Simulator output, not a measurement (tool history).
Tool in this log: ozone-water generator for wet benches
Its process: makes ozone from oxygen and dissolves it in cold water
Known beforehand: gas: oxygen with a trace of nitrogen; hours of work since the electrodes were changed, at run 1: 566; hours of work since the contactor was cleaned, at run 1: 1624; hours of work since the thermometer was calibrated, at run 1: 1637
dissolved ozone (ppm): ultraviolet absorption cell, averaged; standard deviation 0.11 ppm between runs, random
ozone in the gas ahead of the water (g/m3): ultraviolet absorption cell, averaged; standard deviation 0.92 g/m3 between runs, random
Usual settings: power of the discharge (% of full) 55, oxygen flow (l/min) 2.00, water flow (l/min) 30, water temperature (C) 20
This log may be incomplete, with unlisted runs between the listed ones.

run,hour,power of the discharge (% of full),oxygen flow (l/min),water flow (l/min),water temperature (C),hours of work since the electrodes were changed,hours of work since the contactor was cleaned,hours of work since the thermometer was calibrated,dissolved ozone (ppm),ozone in the gas ahead of the water (g/m3)
1,0.0,55,2.00,30,20,566,1624,1637,7.0,151.9
2,14.1,55,2.00,30,20,578,1636,1649,7.2,152.4
3,27.0,55,2.00,30,20,589,1646,1659,7.2,153.0
4,43.9,55,2.00,30,20,603,1660,1673,7.0,153.9
5,73.0,55,2.00,30,20,627,1685,1697,6.9,152.5
6,97.2,55,2.00,30,20,647,1705,1717,7.0,151.0
7,120.8,55,2.00,30,14,666,1724,1737,7.5,151.5
8,148.9,55,2.00,30,14,690,1747,1760,7.2,151.7
9,172.5,55,2.00,30,14,709,1767,1780,7.1,152.2
10,184.8,55,2.00,30,14,719,1777,1790,7.3,151.9
11,201.6,55,2.00,30,20,733,1791,1804,7.0,152.3
12,228.0,55,2.00,30,20,755,1813,1826,7.0,152.3
13,255.2,55,2.00,30,20,778,1835,1848,7.0,150.8
14,277.8,55,2.00,30,20,796,1854,1867,6.9,153.1
15,302.6,55,2.00,30,20,817,1875,1887,7.2,152.0
16,328.1,55,2.00,30,20,838,1896,1909,6.9,152.9
17,346.7,55,2.00,30,20,854,1911,1924,7.1,151.5
18,375.8,55,1.18,30,22,878,1935,1948,5.5,186.8
19,390.7,55,1.18,30,19,890,1948,1960,5.4,186.7
20,418.6,55,2.00,25,20,913,1971,1983,8.2,151.6
21,442.0,55,1.24,25,20,932,1990,2003,6.7,182.3
22,454.2,55,2.80,43,20,943,2000,2013,5.7,132.6
23,478.8,55,3.17,43,20,963,2021,2033,6.0,127.8
24,500.1,68,2.00,30,20,981,2038,2051,8.1,178.6
25,528.6,68,2.00,30,20,1004,2062,2075,8.1,177.7
26,547.9,88,2.00,27,20,1020,2078,2091,11.0,213.4
27,560.2,88,3.52,27,13,1030,2088,2101,14.4,172.3
28,576.6,45,3.52,19,24,1044,2102,2114,10.2,104.4
29,601.1,70,2.00,30,24,1064,2122,2135,8.2,181.6
30,631.0,66,2.00,23,24,1089,2147,2159,10.1,173.6
31,654.6,66,2.00,23,24,1109,2166,2179,9.9,171.9
32,683.9,66,1.36,23,13,1133,2190,2203,9.0,200.2

Consider 5 possible next runs. They are alternatives, not a sequence: every one starts from the tool as it was left by run 32. What does each give?
A,698.0,100,2.00,30,27,1144,2202,2215,?,?
B,698.0,55,2.00,47,20,1144,2202,2215,?,?
C,698.0,60,1.90,32,13,1144,2202,2215,?,?
D,698.0,55,2.10,41,20,1144,2202,2215,?,?
E,698.0,66,1.36,31,13,1144,2202,2215,?,?

run,dissolved ozone (ppm),ozone in the gas ahead of the water (g/m3)
A,10.4,237.5
B,4.4,151.8
C,7.0,162.9
D,5.1,149.2
E,6.5,200.5
The same runs, with their run-to-run variation unchanged, on a tool lacking any hidden condition would have given:
run,dissolved ozone (ppm),ozone in the gas ahead of the water (g/m3)
A,10.9,246.1
B,4.6,155.3
C,7.3,167.0
D,5.3,152.6
E,6.7,206.0

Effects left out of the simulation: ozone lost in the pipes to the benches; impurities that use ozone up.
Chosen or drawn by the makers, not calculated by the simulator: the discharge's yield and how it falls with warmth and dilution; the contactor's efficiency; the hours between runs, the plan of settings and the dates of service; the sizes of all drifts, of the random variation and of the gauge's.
